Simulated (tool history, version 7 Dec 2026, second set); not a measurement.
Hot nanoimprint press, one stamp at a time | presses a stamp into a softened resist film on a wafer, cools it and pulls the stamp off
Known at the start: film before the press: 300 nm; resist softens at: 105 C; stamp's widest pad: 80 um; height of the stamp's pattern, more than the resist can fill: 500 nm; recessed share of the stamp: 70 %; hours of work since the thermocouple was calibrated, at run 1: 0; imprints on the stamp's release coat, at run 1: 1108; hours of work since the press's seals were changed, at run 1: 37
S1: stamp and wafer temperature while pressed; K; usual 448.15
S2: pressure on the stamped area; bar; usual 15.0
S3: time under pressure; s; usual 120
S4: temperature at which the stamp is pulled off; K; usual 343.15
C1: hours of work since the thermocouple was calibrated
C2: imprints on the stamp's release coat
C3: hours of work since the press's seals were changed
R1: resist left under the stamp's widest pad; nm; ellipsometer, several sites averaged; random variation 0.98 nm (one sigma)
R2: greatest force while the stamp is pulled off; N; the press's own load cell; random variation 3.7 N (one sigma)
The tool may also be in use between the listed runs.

run,day,S1,S2,S3,S4,C1,C2,C3,R1,R2
1,0.000,448.15,15.0,120,343.15,0,1108,37,163.4,174
2,0.592,448.15,15.0,199,343.15,9,1153,45,133.3,185
3,1.229,448.15,15.0,199,343.15,18,1202,55,133.9,176
4,1.658,448.15,15.0,199,343.15,25,1235,61,134.0,177
5,2.462,448.15,16.1,120,343.15,37,1296,73,157.4,183
6,2.838,448.15,16.1,120,343.15,42,1325,79,158.7,173
7,3.242,448.15,15.0,120,343.15,48,1356,85,163.0,175
8,3.979,448.15,15.0,120,343.15,59,1412,96,162.1,184
9,4.554,448.15,23.0,120,343.15,67,1456,104,139.7,181
10,5.267,448.15,23.0,120,343.15,78,1511,115,138.7,184
11,6.054,448.15,23.0,120,343.15,90,1571,126,138.2,181
12,6.796,448.15,23.0,120,343.15,101,1627,137,137.8,183
13,7.408,448.15,20.5,120,343.15,110,1674,147,144.8,185
14,8.054,448.15,20.5,120,343.15,119,1724,156,144.0,186
15,8.542,441.15,18.8,236,345.15,127,1761,163,147.1,173
16,9.058,454.15,14.2,200,343.15,134,1800,171,111.7,175
17,9.662,454.15,14.2,65,343.15,143,1847,180,171.7,175
18,10.225,446.15,14.2,92,335.15,152,1889,188,191.9,213
19,10.621,448.15,15.0,83,344.15,157,1920,194,184.3,171
# day 11.200: stamp cleaned and given a new release coat
20,11.646,448.15,15.0,83,344.15,169,34,206,184.0,180

The next listed run, before its measurement:
21,12.058,449.15,14.7,201,343.15,175,65,212,?,?

{"run 21": {"R1": 131.2, "R2": 181}}
Without the tool's hidden state the same run would have given R1 131.1 nm, R2 181 N.

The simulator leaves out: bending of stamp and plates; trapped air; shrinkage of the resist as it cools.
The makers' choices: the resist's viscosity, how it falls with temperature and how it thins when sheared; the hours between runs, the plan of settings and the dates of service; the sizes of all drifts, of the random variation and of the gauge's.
